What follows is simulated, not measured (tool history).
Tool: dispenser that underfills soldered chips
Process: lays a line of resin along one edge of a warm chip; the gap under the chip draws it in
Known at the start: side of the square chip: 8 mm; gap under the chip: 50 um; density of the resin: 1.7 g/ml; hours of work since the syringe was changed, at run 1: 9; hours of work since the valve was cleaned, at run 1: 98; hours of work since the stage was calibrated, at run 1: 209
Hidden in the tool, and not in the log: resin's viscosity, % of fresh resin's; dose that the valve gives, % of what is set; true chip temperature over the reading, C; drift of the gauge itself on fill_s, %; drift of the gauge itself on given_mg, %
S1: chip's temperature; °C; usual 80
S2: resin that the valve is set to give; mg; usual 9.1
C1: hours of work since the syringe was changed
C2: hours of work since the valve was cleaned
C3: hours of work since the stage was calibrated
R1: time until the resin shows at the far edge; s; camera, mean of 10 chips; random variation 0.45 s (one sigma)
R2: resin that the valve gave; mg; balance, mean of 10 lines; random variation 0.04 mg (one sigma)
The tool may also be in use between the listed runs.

run,day,S1,S2,C1,C2,C3,R1,R2
1,0,80,9.1,9,98,209,64,8.78
# day 0.133: new syringe of resin
2,0.333,73,9.1,3,103,214,52,8.8
3,0.529,69,9.1,6,106,217,75.5,8.71
# day 0.846: new syringe of resin
4,0.892,69,9.1,1,111,223,49.7,8.72
5,1.25,69,9.1,6,117,228,72.4,8.7
6,1.442,80,8.58,9,120,231,64,8.22
# day 1.562: new syringe of resin
7,1.688,80,8.58,2,124,235,38.2,8.21
8,1.983,80,8.58,7,128,240,54.1,8.16
# day 2.275: new syringe of resin
9,2.317,80,9.1,1,134,245,35.2,8.64
10,2.525,74,9.1,4,137,248,54.1,8.74
11,2.708,80,9.1,7,140,251,54.6,8.7
# day 2.862: dispensing valve cleaned and set on the balance
# day 3.017: new syringe of resin
12,3.133,80,9.1,2,4,257,37.6,9.04
13,3.442,80,9.1,7,9,262,53.4,9.04
# day 3.738: new syringe of resin
14,3.879,80,9.1,2,16,268,38,9.01
15,4.208,80,9.1,7,21,274,55.4,8.98
# day 4.442: new syringe of resin
16,4.442,80,9.1,0,24,277,33.3,9.04
17,4.675,80,9.1,4,28,281,42.5,9.05
18,5.062,80,9.1,10,34,287,66.4,9.04
# day 5.15: new syringe of resin
19,5.392,80,9.1,4,39,292,44.1,8.98
20,5.692,77,9.1,9,44,297,68.6,9.01
# day 5.867: new syringe of resin
21,6.05,92,8.49,3,49,302,28.7,8.37
22,6.475,77,9.1,10,56,309,73.1,8.99
# day 6.571: new syringe of resin
23,6.783,90,11.49,3,61,314,30.2,11.3
24,6.983,82,7.81,7,64,317,51.1,7.68
25,7.229,82,9.1,10,68,321,65.4,8.88
# day 7.275: new syringe of resin
26,7.471,82,9.18,3,72,324,38.1,8.98
27,7.679,94,9.82,6,75,328,34.3,9.55
# day 7.975: new syringe of resin
28,7.992,80,11.16,0,80,332,32.4,10.93
29,8.217,80,10.7,4,83,336,41.6,10.42
30,8.642,94,10.43,10,90,343,43.6,10.17
# day 8.688: new syringe of resin
31,9.079,69,10.2,6,96,349,71.1,9.85
32,9.317,87,10.27,10,100,353,53.2,9.94
# day 9.408: new syringe of resin
33,9.712,87,10.27,5,106,359,36.6,9.86
# day 10.108: new syringe of resin
34,10.108,66,9.1,0,112,365,51.4,8.72
35,10.346,87,9.1,4,116,369,35,8.79
36,10.675,92,7.76,9,121,374,44.4,7.48
# day 10.825: new syringe of resin
37,11.025,81,10.05,3,127,380,39.1,9.66

Forecast each of these 3 alternatives for the next run:
A,11.388,79,10.55,9,132,385,?,?
B,11.388,74,8.71,9,132,385,?,?
C,11.388,88,7.74,9,132,385,?,?

run,R1,R2
A,63.2,10.14
B,73.9,8.32
C,49.9,7.41
Without the tool's hidden state the same runs would have given:
run,R1,R2
A,35.6,10.61
B,41.2,8.7
C,27.5,7.75

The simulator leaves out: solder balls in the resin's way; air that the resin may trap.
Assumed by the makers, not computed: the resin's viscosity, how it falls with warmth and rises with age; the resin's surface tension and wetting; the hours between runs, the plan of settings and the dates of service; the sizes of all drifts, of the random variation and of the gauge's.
